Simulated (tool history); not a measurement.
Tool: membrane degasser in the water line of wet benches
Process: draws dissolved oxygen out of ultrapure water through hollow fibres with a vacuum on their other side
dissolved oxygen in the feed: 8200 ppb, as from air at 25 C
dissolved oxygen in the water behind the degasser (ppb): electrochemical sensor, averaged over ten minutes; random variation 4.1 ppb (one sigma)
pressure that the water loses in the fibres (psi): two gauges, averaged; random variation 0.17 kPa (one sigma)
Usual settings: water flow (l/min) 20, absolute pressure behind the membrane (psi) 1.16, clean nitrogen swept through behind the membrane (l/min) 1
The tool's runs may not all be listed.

run    hour  water flow (l/min)  absolute pressure behind the membrane (psi)  clean nitrogen swept through behind the membrane (l/min)  dissolved oxygen in the water behind the degasser (ppb)  pressure that the water loses in the fibres (psi)
  1       0                  20                                         1.16                                                         1                                                    408.1                                              4.345
  2   300.2                  20                                         1.16                                                         1                                                    408.6                                              4.363
  3   452.9                  20                                         1.16                                                         1                                                    415.6                                              4.351
  4   764.3                  20                                         1.16                                                         1                                                    412.9                                              4.351
  5   928.7                  20                                         1.16                                                         1                                                    421.7                                              4.332
  6  1134.6                  20                                         1.16                                                         1                                                    410.6                                              4.337
  7  1342.2                  20                                         1.16                                                         1                                                    414.6                                              4.332
     1502.6  -- vacuum gauge calibrated
  8  1522.1                  17                                        2.044                                                         1                                                      515                                              3.701
  9  1739.3                  17                                        2.044                                                         1                                                    516.8                                              3.725
 10    2055                  20                                         0.93                                                      0.41                                                    492.9                                              4.347
 11  2288.7                  20                                         0.93                                                      0.41                                                    499.8                                              4.358
 12  2511.5                  20                                         0.93                                                      0.41                                                    486.8                                              4.361
 13  2641.8                  12                                        2.516                                                         1                                                    417.9                                              2.632

Forecast each of these 3 alternatives for the next run:
  A  2886.6                  19                                        0.841                                                      0.87                                                        ?                                                  ?
  B  2886.6                  12                                        2.516                                                      1.39                                                        ?                                                  ?
  C  2886.6                  12                                        2.516                                                      0.48                                                        ?                                                  ?

run  dissolved oxygen in the water behind the degasser (ppb)  pressure that the water loses in the fibres (psi)
  A                                                    294.4                                              4.142
  B                                                    313.6                                              2.585
  C                                                    747.2                                              2.656
Without the tool's hidden state the same runs would have given:
run  dissolved oxygen in the water behind the degasser (ppb)  pressure that the water loses in the fibres (psi)
  A                                                    293.1                                              4.135
  B                                                    313.2                                               2.58
  C                                                    746.8                                               2.65

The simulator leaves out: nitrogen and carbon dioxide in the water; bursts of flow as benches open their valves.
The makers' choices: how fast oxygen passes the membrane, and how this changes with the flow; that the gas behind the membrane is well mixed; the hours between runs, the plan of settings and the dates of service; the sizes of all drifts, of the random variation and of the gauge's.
